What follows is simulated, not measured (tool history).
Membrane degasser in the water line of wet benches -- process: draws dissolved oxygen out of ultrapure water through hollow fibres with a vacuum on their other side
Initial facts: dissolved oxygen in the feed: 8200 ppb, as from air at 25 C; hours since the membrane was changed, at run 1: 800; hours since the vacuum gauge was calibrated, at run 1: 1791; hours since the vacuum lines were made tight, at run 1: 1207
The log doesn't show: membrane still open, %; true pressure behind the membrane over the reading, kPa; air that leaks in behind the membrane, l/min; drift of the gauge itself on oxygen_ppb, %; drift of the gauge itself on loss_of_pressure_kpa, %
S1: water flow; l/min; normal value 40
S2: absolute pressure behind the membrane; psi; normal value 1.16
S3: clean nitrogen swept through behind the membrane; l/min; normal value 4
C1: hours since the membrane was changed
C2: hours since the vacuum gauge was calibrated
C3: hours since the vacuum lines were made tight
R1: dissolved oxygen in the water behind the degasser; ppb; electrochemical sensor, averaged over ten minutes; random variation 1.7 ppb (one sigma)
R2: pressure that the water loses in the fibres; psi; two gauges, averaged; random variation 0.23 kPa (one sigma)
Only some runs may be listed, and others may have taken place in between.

run,hour,S1,S2,S3,C1,C2,C3,R1,R2
1,0,40,1.16,4,800,1791,1207,167.1,8.66
2,101,40,1.16,4,901,1892,1308,171.2,8.696
3,191.1,40,1.16,4,991,1982,1398,170.6,8.708
4,315.2,40,1.16,4,1116,2106,1522,166.8,8.689
5,390.1,40,1.16,4,1190,2181,1597,165.4,8.62
6,478.7,40,0.705,2.35,1279,2269,1686,120.7,8.708
7,594.8,40,0.705,2.35,1395,2385,1802,118.7,8.695
8,736.1,33,1.817,8.37,1536,2527,1943,119.4,7.204

Forecast run 9:
9,867.9,36,1.817,2.46,1668,2659,2075,?,?

Logged for run 9: R1 339.5 ppb, R2 7.786 psi.
If the tool had no hidden condition, the same run with the same run-to-run variation would have returned R1 339.2 ppb, R2 7.783 psi.
